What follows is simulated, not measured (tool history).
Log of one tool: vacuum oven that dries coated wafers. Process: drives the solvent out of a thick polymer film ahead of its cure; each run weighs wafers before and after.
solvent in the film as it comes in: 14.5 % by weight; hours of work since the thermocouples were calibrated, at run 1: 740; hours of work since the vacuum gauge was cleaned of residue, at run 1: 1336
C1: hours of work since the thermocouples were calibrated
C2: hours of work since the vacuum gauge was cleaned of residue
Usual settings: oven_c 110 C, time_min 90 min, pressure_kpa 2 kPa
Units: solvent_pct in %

run 1 hour=0 | oven_c=110 time_min=90 pressure_kpa=2 | C1=740 C2=1336 | solvent_pct=1.38
run 2 hour=54.5 | oven_c=110 time_min=90 pressure_kpa=2 | C1=763 C2=1358 | solvent_pct=1.42
run 3 hour=134.1 | oven_c=110 time_min=90 pressure_kpa=2 | C1=796 C2=1391 | solvent_pct=1.45
run 4 hour=196 | oven_c=110 time_min=90 pressure_kpa=2 | C1=822 C2=1417 | solvent_pct=1.41
run 5 hour=253.1 | oven_c=110 time_min=64 pressure_kpa=2 | C1=845 C2=1441 | solvent_pct=2.21
run 6 hour=314.6 | oven_c=110 time_min=64 pressure_kpa=2 | C1=871 C2=1467 | solvent_pct=2.23
run 7 hour=381 | oven_c=110 time_min=64 pressure_kpa=1.27 | C1=899 C2=1494 | solvent_pct=2
run 8 hour=446.1 | oven_c=110 time_min=90 pressure_kpa=2 | C1=926 C2=1522 | solvent_pct=1.52
-- hour=490.2 oven's thermocouples calibrated
run 9 hour=560.8 | oven_c=102 time_min=90 pressure_kpa=2 | C1=29 C2=1569 | solvent_pct=2.41
run 10 hour=620 | oven_c=110 time_min=90 pressure_kpa=1.28 | C1=54 C2=1593 | solvent_pct=1.02
run 11 hour=710.7 | oven_c=110 time_min=90 pressure_kpa=1.28 | C1=92 C2=1631 | solvent_pct=0.98
run 12 hour=789.2 | oven_c=110 time_min=90 pressure_kpa=1.28 | C1=125 C2=1664 | solvent_pct=0.95
run 13 hour=874.2 | oven_c=110 time_min=90 pressure_kpa=1.28 | C1=160 C2=1699 | solvent_pct=1.03
run 14 hour=940.8 | oven_c=110 time_min=90 pressure_kpa=2 | C1=188 C2=1727 | solvent_pct=1.22
run 15 hour=1009.3 | oven_c=110 time_min=90 pressure_kpa=7.9 | C1=217 C2=1756 | solvent_pct=3.08
run 16 hour=1072.6 | oven_c=110 time_min=90 pressure_kpa=7.9 | C1=243 C2=1782 | solvent_pct=3.12
run 17 hour=1165.3 | oven_c=101 time_min=90 pressure_kpa=4.06 | C1=282 C2=1821 | solvent_pct=3.58
run 18 hour=1238.9 | oven_c=101 time_min=90 pressure_kpa=4.06 | C1=312 C2=1852 | solvent_pct=3.61
run 19 hour=1305 | oven_c=103 time_min=119 pressure_kpa=7.91 | C1=340 C2=1879 | solvent_pct=4.17
run 20 hour=1375.2 | oven_c=103 time_min=132 pressure_kpa=5.92 | C1=369 C2=1908 | solvent_pct=3.14
run 21 hour=1431.6 | oven_c=103 time_min=132 pressure_kpa=5.92 | C1=393 C2=1932 | solvent_pct=3.23
run 22 hour=1500.7 | oven_c=103 time_min=69 pressure_kpa=6.97 | C1=422 C2=1961 | solvent_pct=4.95
run 23 hour=1559.3 | oven_c=103 time_min=69 pressure_kpa=6.97 | C1=446 C2=1985 | solvent_pct=4.99
run 24 hour=1623.4 | oven_c=110 time_min=90 pressure_kpa=2.33 | C1=473 C2=2012 | solvent_pct=1.45
run 25 hour=1707.4 | oven_c=122 time_min=52 pressure_kpa=2.78 | C1=508 C2=2047 | solvent_pct=1.15
run 26 hour=1764.5 | oven_c=98 time_min=90 pressure_kpa=2 | C1=532 C2=2071 | solvent_pct=3.57
run 27 hour=1851.3 | oven_c=98 time_min=153 pressure_kpa=2 | C1=568 C2=2107 | solvent_pct=2.19
run 28 hour=1952 | oven_c=112 time_min=55 pressure_kpa=2.96 | C1=610 C2=2149 | solvent_pct=2.46
run 29 hour=2055.5 | oven_c=117 time_min=96 pressure_kpa=1.99 | C1=653 C2=2192 | solvent_pct=0.82
run 30 hour=2135.7 | oven_c=118 time_min=54 pressure_kpa=1.08 | C1=687 C2=2226 | solvent_pct=1.11
run 31 hour=2214.5 | oven_c=118 time_min=54 pressure_kpa=1.08 | C1=720 C2=2259 | solvent_pct=1.15

Measured less the same run without the tool's hidden state. The same run-to-run variation is in both; the gauge's scatter may not be:
The hidden state here: true wafer temperature over the reading, C; true pressure over the reading, kPa; drift of the gauge itself on solvent_pct, %.
run=1 solvent_pct=+0.34
run=2 solvent_pct=+0.34
run=3 solvent_pct=+0.35
run=4 solvent_pct=+0.35
run=5 solvent_pct=+0.47
run=6 solvent_pct=+0.49
run=7 solvent_pct=+0.49
run=8 solvent_pct=+0.4
run=9 solvent_pct=+0.19
run=10 solvent_pct=+0.17
run=11 solvent_pct=+0.18
run=12 solvent_pct=+0.19
run=13 solvent_pct=+0.2
run=14 solvent_pct=+0.21
run=15 solvent_pct=+0.23
run=16 solvent_pct=+0.24
run=17 solvent_pct=+0.35
run=18 solvent_pct=+0.36
run=19 solvent_pct=+0.37
run=20 solvent_pct=+0.36
run=21 solvent_pct=+0.38
run=22 solvent_pct=+0.42
run=23 solvent_pct=+0.44
run=24 solvent_pct=+0.3
run=25 solvent_pct=+0.22
run=26 solvent_pct=+0.53
run=27 solvent_pct=+0.5
run=28 solvent_pct=+0.41
run=29 solvent_pct=+0.24
run=30 solvent_pct=+0.32
run=31 solvent_pct=+0.33
